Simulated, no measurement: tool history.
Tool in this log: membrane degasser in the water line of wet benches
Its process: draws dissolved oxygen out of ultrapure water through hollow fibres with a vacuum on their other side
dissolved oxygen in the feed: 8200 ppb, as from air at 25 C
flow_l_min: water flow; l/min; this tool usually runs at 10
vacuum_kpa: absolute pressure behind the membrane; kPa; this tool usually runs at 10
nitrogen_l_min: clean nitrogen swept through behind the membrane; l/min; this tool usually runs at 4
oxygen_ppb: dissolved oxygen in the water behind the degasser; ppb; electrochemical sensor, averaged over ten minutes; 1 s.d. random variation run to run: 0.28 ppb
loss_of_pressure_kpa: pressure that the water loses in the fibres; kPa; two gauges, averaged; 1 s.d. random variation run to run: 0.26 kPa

run,hour,flow_l_min,vacuum_kpa,nitrogen_l_min,oxygen_ppb,loss_of_pressure_kpa
1,0,10,10,4,47.4,68.97
2,148.6,12,10,4,58.3,83.42
3,239.1,12,10,4,58.2,82.79
4,406.6,12,10,4,57.6,83.35
5,542.7,12,10,4,58.1,82.96
6,617,10,10,4,47.2,69.21
7,784.1,10,10,4,47.8,69.03
8,868.1,10,10,4,47,69.49
9,1027,10,10,4,48,69.27
10,1100.6,10,10,4,48.2,69.41
11,1196.3,10,10,4,47.5,68.65
12,1357.4,10,10,6.54,31.3,68.85
13,1438.8,10,10,6.54,31.4,68.81
14,1529.1,10,10,6.54,31.1,68.75
15,1681.6,10,10,6.54,31.3,69.43
16,1810.6,7,10,4,32.7,48.52
17,1881.7,7,10,4,32.7,48.15
18,2034.6,7,10,4,32.7,48.33
19,2125.9,13,23.6,2.33,282.5,90.02
20,2293.6,13,23.6,2.33,284.2,89.55
# hour 2359.4: vacuum gauge calibrated
21,2393.4,8,10,4,37.6,55.34
22,2484.9,12,14.1,11.61,36.7,82.7
23,2650.3,7,10,4,32.8,48.49
24,2782.1,7,10,2.52,50,48.2
25,2856.3,7,10,2.52,49.9,47.99
# hour 2888.1: seals of the vacuum lines changed
26,3012.3,7,7.5,5.41,16.5,48.1
27,3151.1,7,7.5,5.41,16.7,48.55
28,3229.6,10,6,4,22.8,69.37
29,3376.3,9,6,2.91,26.3,61.88
# hour 3423.6: gauge calibrated
30,3455.9,9,6,2.91,25.6,62.02
31,3622.6,7,6,11,6.6,47.96
32,3725.6,15,11.4,4.59,78,104.11
33,3876.1,10,9.5,6.37,29.8,68.97

Measured minus without-hidden-state, run by run (identical run-to-run variation in each term; gauge scatter may differ):
Unlogged tool condition in this case: membrane still open, %; true pressure behind the membrane over the reading, kPa; air that leaks in behind the membrane, l/min; drift of the gauge itself on oxygen_ppb, %; drift of the gauge itself on loss_of_pressure_kpa, %.
run,oxygen_ppb
1,+0.1
2,+0.1
3,+0.2
4,+0.3
5,+0.3
6,+0.3
7,+0.4
8,+0.4
9,+0.5
10,+0.6
11,+0.6
12,+0.4
13,+0.5
14,+0.4
15,+0.5
16,+0.6
17,+0.6
18,+0.6
19,+5.4
20,+5.8
21,+0.8
22,+0.8
23,+0.9
24,+1.2
25,+1.3
26,+0.4
27,+0.5
28,+0.6
29,+0.8
30,+0
31,+0.1
32,+0.4
33,+0.1
loss_of_pressure_kpa without the hidden state stays within 0.18 kPa of what was measured, in all runs.

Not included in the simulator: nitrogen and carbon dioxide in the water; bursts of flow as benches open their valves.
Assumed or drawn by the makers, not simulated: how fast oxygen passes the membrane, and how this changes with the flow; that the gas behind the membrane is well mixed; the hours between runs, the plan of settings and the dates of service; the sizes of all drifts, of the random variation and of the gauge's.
